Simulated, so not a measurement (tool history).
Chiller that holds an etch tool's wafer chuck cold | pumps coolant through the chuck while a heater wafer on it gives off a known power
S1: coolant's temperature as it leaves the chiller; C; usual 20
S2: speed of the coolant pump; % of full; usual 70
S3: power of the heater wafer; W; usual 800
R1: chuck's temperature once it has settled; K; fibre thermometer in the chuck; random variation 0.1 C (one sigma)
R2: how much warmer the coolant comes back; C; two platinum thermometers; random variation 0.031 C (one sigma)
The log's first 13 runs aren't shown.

{"run": 14, "hour": 412.9, "S1": 25, "S2": 70, "S3": 800, "R1": 304.85, "R2": 2.29}
{"run": 15, "hour": 456.4, "S1": 25, "S2": 70, "S3": 800, "R1": 305.05, "R2": 2.3}
{"run": 16, "hour": 481.8, "S1": 20, "S2": 70, "S3": 670, "R1": 298.95, "R2": 1.91}
{"run": 17, "hour": 501.2, "S1": 20, "S2": 68, "S3": 457, "R1": 297.05, "R2": 1.36}
{"run": 18, "hour": 534.6, "S1": 20, "S2": 71, "S3": 846, "R1": 300.25, "R2": 2.38}
{"run": 19, "hour": 572.1, "S1": 18, "S2": 68, "S3": 689, "R1": 297.05, "R2": 2.03}
{"run": 20, "hour": 610.2, "S1": 18, "S2": 70, "S3": 1094, "R1": 300.45, "R2": 3.09}
{"hour": 618.9, "done": "coolant pump overhauled"}
{"run": 21, "hour": 647.0, "S1": 18, "S2": 70, "S3": 1094, "R1": 300.75, "R2": 3.09}
{"run": 22, "hour": 685.5, "S1": 18, "S2": 68, "S3": 518, "R1": 295.45, "R2": 1.6}
{"hour": 712.7, "done": "coolant changed, channels flushed"}
{"run": 23, "hour": 729.4, "S1": 13, "S2": 70, "S3": 1188, "R1": 295.15, "R2": 3.46}

Forecast run 24:
{"run": 24, "hour": 772.0, "S1": 12, "S2": 81, "S3": 1188, "R1": "?", "R2": "?"}

Run 24 gave R1 293.35 K, R2 2.89 C.
Without the tool's hidden state the same run would have given R1 293.35 K, R2 2.81 C.
